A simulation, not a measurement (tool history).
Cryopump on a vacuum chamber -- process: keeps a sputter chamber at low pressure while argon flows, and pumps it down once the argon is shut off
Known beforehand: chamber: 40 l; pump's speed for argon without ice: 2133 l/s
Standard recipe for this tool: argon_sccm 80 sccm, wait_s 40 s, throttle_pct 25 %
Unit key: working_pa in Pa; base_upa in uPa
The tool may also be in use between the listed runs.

Run 1, day 0.000: usual settings. Result: working_pa 0.2537 Pa, base_upa 1.23 uPa.
Run 2, day 0.462: usual settings. Result: working_pa 0.2548 Pa, base_upa 1.18 uPa.
Run 3, day 0.888: usual settings. Result: working_pa 0.2538 Pa, base_upa 1.14 uPa.
Run 4, day 1.625: usual settings but argon_sccm 122 sccm. Result: working_pa 0.3887 Pa, base_upa 1.14 uPa.
Run 5, day 2.433: usual settings but argon_sccm 122 sccm. Result: working_pa 0.3877 Pa, base_upa 1.18 uPa.
Run 6, day 2.825: usual settings but argon_sccm 122 sccm. Result: working_pa 0.3866 Pa, base_upa 1.19 uPa.
Run 7, day 3.667: usual settings but argon_sccm 122 sccm. Result: working_pa 0.3905 Pa, base_upa 1.22 uPa.
Run 8, day 4.579: usual settings but argon_sccm 122 sccm. Result: working_pa 0.3896 Pa, base_upa 1.17 uPa.
Run 9, day 5.029: usual settings but argon_sccm 122 sccm. Result: working_pa 0.3874 Pa, base_upa 1.21 uPa.
Run 10, day 5.938: usual settings but argon_sccm 122 sccm. Result: working_pa 0.3898 Pa, base_upa 1.22 uPa.
Run 11, day 6.329: usual settings but argon_sccm 57 sccm, wait_s 21 s, throttle_pct 35 %. Result: working_pa 0.1310 Pa, base_upa 1.95 uPa.
Run 12, day 7.204: usual settings but argon_sccm 57 sccm, wait_s 21 s, throttle_pct 35 %. Result: working_pa 0.1311 Pa, base_upa 1.93 uPa.
Run 13, day 7.692: usual settings but argon_sccm 52 sccm, wait_s 31 s, throttle_pct 16 %. Result: working_pa 0.2608 Pa, base_upa 1.41 uPa.
Run 14, day 8.329: usual settings but argon_sccm 43 sccm, wait_s 35 s, throttle_pct 50 %. Result: working_pa 0.0687 Pa, base_upa 1.34 uPa.
Run 15, day 9.175: usual settings but argon_sccm 38 sccm, wait_s 20 s, throttle_pct 50 %. Result: working_pa 0.0608 Pa, base_upa 1.98 uPa.
Run 16, day 9.621: usual settings but argon_sccm 56 sccm, wait_s 20 s, throttle_pct 42 %. Result: working_pa 0.1071 Pa, base_upa 1.99 uPa.
Run 17, day 10.075: usual settings but argon_sccm 154 sccm. Result: working_pa 0.4884 Pa, base_upa 1.26 uPa.

Run 18 is up next; what results do you expect?
Run 18, day 10.729: usual settings but argon_sccm 114 sccm, wait_s 23 s, throttle_pct 15 %. Result: working_pa ?, base_upa ?.

{"run 18": {"working_pa": 0.6044, "base_upa": 1.83}}
On a tool with no hidden condition, and with the same random variation, this run would have come out at working_pa 0.6010 Pa, base_upa 1.56 uPa.
